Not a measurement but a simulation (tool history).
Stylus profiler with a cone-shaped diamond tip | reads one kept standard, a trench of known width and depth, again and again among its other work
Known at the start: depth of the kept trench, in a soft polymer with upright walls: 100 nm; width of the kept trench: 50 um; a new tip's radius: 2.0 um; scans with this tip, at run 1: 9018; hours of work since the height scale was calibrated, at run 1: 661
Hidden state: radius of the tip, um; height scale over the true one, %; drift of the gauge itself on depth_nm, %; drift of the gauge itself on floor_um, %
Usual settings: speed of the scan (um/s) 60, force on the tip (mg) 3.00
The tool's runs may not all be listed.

| run | hour | speed of the scan (um/s) | force on the tip (mg) | scans with this tip | hours of work since the height scale was calibrated | depth of the trench (angstrom) | width of the trench's floor (um) |
|---|---|---|---|---|---|---|---|
| 1 | 0.0 | 60 | 3.00 | 9018 | 661 | 1010.8 | 48.32 |
| 2 | 43.6 | 60 | 3.00 | 9410 | 690 | 1009.9 | 48.26 |
| 3 | 81.5 | 60 | 3.00 | 9751 | 715 | 1010.2 | 48.26 |
| 4 | 125.8 | 60 | 3.00 | 10149 | 744 | 1010.0 | 48.26 |
| 5 | 159.9 | 60 | 3.00 | 10456 | 766 | 1010.4 | 48.25 |
| 6 | 198.4 | 60 | 3.00 | 10802 | 792 | 1010.7 | 48.25 |
| 7 | 238.8 | 60 | 3.00 | 11166 | 818 | 1010.9 | 48.19 |
| 8 | 277.8 | 60 | 1.09 | 11516 | 844 | 1007.1 | 48.07 |
| 9 | 306.9 | 234 | 3.00 | 11778 | 863 | 1010.4 | 47.65 |
|  | 311.4 | height scale calibrated on a step standard |
| 10 | 350.5 | 234 | 3.00 | 12166 | 26 | 1013.6 | 47.65 |
| 11 | 375.5 | 234 | 3.00 | 12390 | 42 | 1012.9 | 47.66 |
| 12 | 397.5 | 174 | 1.74 | 12588 | 57 | 1012.2 | 47.62 |
| 13 | 439.5 | 23 | 2.71 | 12966 | 84 | 1013.3 | 48.24 |
| 14 | 458.5 | 195 | 1.77 | 13137 | 97 | 1010.0 | 47.51 |
| 15 | 478.7 | 93 | 8.81 | 13319 | 110 | 1020.8 | 48.18 |
|  | 516.7 | height scale calibrated on a step standard, once more |
| 16 | 518.4 | 55 | 1.56 | 13671 | 1 | 1005.5 | 48.04 |
| 17 | 558.1 | 28 | 1.47 | 14028 | 27 | 1003.7 | 48.19 |
| 18 | 585.8 | 157 | 1.33 | 14277 | 46 | 1004.7 | 47.54 |
| 19 | 609.9 | 16 | 5.13 | 14493 | 61 | 1010.6 | 48.27 |
| 20 | 636.9 | 137 | 2.81 | 14736 | 79 | 1006.8 | 47.89 |
| 21 | 657.1 | 60 | 1.47 | 14918 | 93 | 1004.6 | 48.01 |
| 22 | 689.8 | 197 | 3.64 | 15212 | 114 | 1008.9 | 47.76 |

Forecast each of these 4 alternatives for the next run:
| A | 722.5 | 16 | 3.00 | 15506 | 136 | ? | ? |
| B | 722.5 | 127 | 1.15 | 15506 | 136 | ? | ? |
| C | 722.5 | 93 | 1.42 | 15506 | 136 | ? | ? |
| D | 722.5 | 18 | 3.00 | 15506 | 136 | ? | ? |

| run | depth of the trench (angstrom) | width of the trench's floor (um) |
|---|---|---|
| A | 1008.2 | 48.23 |
| B | 1003.4 | 47.66 |
| C | 1004.9 | 47.87 |
| D | 1007.4 | 48.24 |
Without the tool's hidden state the same runs would have given:
| run | depth of the trench (angstrom) | width of the trench's floor (um) |
|---|---|---|
| A | 1007.8 | 48.70 |
| B | 1003.0 | 48.13 |
| C | 1004.5 | 48.34 |
| D | 1007.0 | 48.71 |

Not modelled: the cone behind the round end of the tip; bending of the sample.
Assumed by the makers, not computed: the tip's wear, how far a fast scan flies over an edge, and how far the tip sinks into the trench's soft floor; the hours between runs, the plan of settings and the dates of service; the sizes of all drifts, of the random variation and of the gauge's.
